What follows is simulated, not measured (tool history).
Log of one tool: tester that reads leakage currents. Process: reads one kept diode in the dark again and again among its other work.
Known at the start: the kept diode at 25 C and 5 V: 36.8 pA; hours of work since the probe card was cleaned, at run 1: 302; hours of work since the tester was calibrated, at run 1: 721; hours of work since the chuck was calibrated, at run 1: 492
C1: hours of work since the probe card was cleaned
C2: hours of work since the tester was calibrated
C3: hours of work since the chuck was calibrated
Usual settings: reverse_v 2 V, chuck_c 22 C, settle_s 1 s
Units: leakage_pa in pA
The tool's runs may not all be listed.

Run 1, day 0: usual settings; C1 302; C2 721; C3 492. Result: leakage_pa 18.07 pA.
Run 2, day 1.292: usual settings but reverse_v 10.33 V; C1 318; C2 737; C3 507. Result: leakage_pa 43.22 pA.
Run 3, day 2.983: usual settings but reverse_v 10.33 V; C1 338; C2 757; C3 528. Result: leakage_pa 43.31 pA.
Run 4, day 4.467: usual settings but reverse_v 10.33 V, chuck_c 25 C; C1 356; C2 775; C3 545. Result: leakage_pa 54.66 pA.
At day 4.871: chuck's temperature calibrated.
Run 5, day 5.946: usual settings but reverse_v 10.33 V, chuck_c 25 C; C1 373; C2 791; C3 13. Result: leakage_pa 55.01 pA.
Run 6, day 7.375: usual settings but reverse_v 10.33 V, chuck_c 25 C; C1 390; C2 808; C3 30. Result: leakage_pa 54.74 pA.
Run 7, day 8.925: usual settings but reverse_v 10.33 V, chuck_c 25 C; C1 409; C2 827; C3 49. Result: leakage_pa 54.81 pA.
Run 8, day 10.496: usual settings but reverse_v 10.33 V, chuck_c 25 C; C1 427; C2 846; C3 67. Result: leakage_pa 54.69 pA.
Run 9, day 11.879: usual settings but reverse_v 10.33 V, chuck_c 25 C; C1 444; C2 862; C3 84. Result: leakage_pa 54.72 pA.
Run 10, day 13.483: usual settings but reverse_v 1.38 V; C1 463; C2 882; C3 103. Result: leakage_pa 14.84 pA.
Run 11, day 14.95: usual settings but reverse_v 1.38 V; C1 481; C2 899; C3 121. Result: leakage_pa 14.94 pA.
Run 12, day 15.829: usual settings but reverse_v 1.38 V, settle_s 0.59 s; C1 491; C2 910; C3 131. Result: leakage_pa 14.9 pA.
Run 13, day 16.838: usual settings; C1 503; C2 922; C3 143. Result: leakage_pa 18.11 pA.
Run 14, day 17.821: usual settings; C1 515; C2 934; C3 155. Result: leakage_pa 18.12 pA.
Run 15, day 18.562: usual settings but chuck_c 33 C; C1 524; C2 943; C3 164. Result: leakage_pa 43.44 pA.
Run 16, day 20.088: usual settings but chuck_c 33 C; C1 542; C2 961; C3 182. Result: leakage_pa 43.78 pA.
Run 17, day 21.479: usual settings but reverse_v 3.25 V; C1 559; C2 978; C3 199. Result: leakage_pa 23.24 pA.
Run 18, day 22.546: usual settings but reverse_v 3.25 V; C1 572; C2 990; C3 212. Result: leakage_pa 23.32 pA.
Run 19, day 23.671: usual settings but chuck_c 41 C, settle_s 4.52 s; C1 585; C2 1004; C3 225. Result: leakage_pa 79.78 pA.
Run 20, day 24.904: usual settings but reverse_v 3.31 V, chuck_c 29 C, settle_s 4.52 s; C1 600; C2 1019; C3 240. Result: leakage_pa 41.4 pA.
Run 21, day 26.538: usual settings but reverse_v 2.11 V, chuck_c 33 C, settle_s 4.52 s; C1 620; C2 1038; C3 260. Result: leakage_pa 44.73 pA.
Run 22, day 27.458: usual settings but reverse_v 2.11 V, chuck_c 33 C, settle_s 4.52 s; C1 631; C2 1049; C3 271. Result: leakage_pa 44.81 pA.
Run 23, day 28.317: usual settings but reverse_v 2.11 V, chuck_c 33 C, settle_s 4.52 s; C1 641; C2 1060; C3 281. Result: leakage_pa 44.69 pA.
Run 24, day 29.846: usual settings but reverse_v 2.11 V, chuck_c 33 C, settle_s 4.52 s; C1 659; C2 1078; C3 299. Result: leakage_pa 44.58 pA.
Run 25, day 31.421: usual settings but reverse_v 4.5 V, chuck_c 21 C, settle_s 4.52 s; C1 678; C2 1097; C3 318. Result: leakage_pa 25.27 pA.
Run 26, day 32.367: usual settings but reverse_v 4.5 V, chuck_c 21 C, settle_s 4.52 s; C1 690; C2 1108; C3 330. Result: leakage_pa 25.02 pA.
Run 27, day 33.746: usual settings but reverse_v 4.44 V, chuck_c 21 C, settle_s 1.21 s; C1 706; C2 1125; C3 346. Result: leakage_pa 25.32 pA.
Run 28, day 35.033: usual settings but reverse_v 7.97 V, chuck_c 33 C, settle_s 7.12 s; C1 721; C2 1140; C3 362. Result: leakage_pa 89.25 pA.
Run 29, day 36.233: usual settings but reverse_v 11.04 V; C1 736; C2 1154; C3 376. Result: leakage_pa 44.58 pA.
Run 30, day 37.929: usual settings but reverse_v 11.04 V, settle_s 0.65 s; C1 756; C2 1175; C3 396. Result: leakage_pa 45.02 pA.
Run 31, day 38.988: usual settings but reverse_v 11.04 V, chuck_c 30 C, settle_s 7.92 s; C1 769; C2 1187; C3 409. Result: leakage_pa 83.54 pA.
Run 32, day 39.675: usual settings but reverse_v 13.35 V, chuck_c 55 C, settle_s 0.47 s; C1 777; C2 1196; C3 417. Result: leakage_pa 577.83 pA.
Run 33, day 40.462: usual settings but reverse_v 9.87 V, chuck_c 25 C, settle_s 1.21 s; C1 787; C2 1205; C3 427. Result: leakage_pa 53.05 pA.
Run 34, day 41.642: usual settings but reverse_v 9.87 V, chuck_c 59 C, settle_s 0.64 s; C1 801; C2 1219; C3 441. Result: leakage_pa 640.8 pA.
Run 35, day 42.333: usual settings but reverse_v 9.87 V, chuck_c 59 C, settle_s 1.68 s; C1 809; C2 1228; C3 449. Result: leakage_pa 645.21 pA.

3 ways to go on from here, each from the tool as it stands after run 35. What would each give?
Run A, day 43.412: usual settings but reverse_v 9.51 V, chuck_c 30 C, settle_s 0.56 s; C1 822; C2 1241; C3 462. Result: leakage_pa ?.
Run B, day 43.412: usual settings but chuck_c 36 C; C1 822; C2 1241; C3 462. Result: leakage_pa ?.
Run C, day 43.412: usual settings but reverse_v 9.87 V, chuck_c 35 C, settle_s 2.04 s; C1 822; C2 1241; C3 462. Result: leakage_pa ?.

run  leakage_pa
  A        78.9
  B       55.05
  C      116.46
Without the tool's hidden state the same runs would have given:
run  leakage_pa
  A       78.87
  B       55.05
  C      116.45

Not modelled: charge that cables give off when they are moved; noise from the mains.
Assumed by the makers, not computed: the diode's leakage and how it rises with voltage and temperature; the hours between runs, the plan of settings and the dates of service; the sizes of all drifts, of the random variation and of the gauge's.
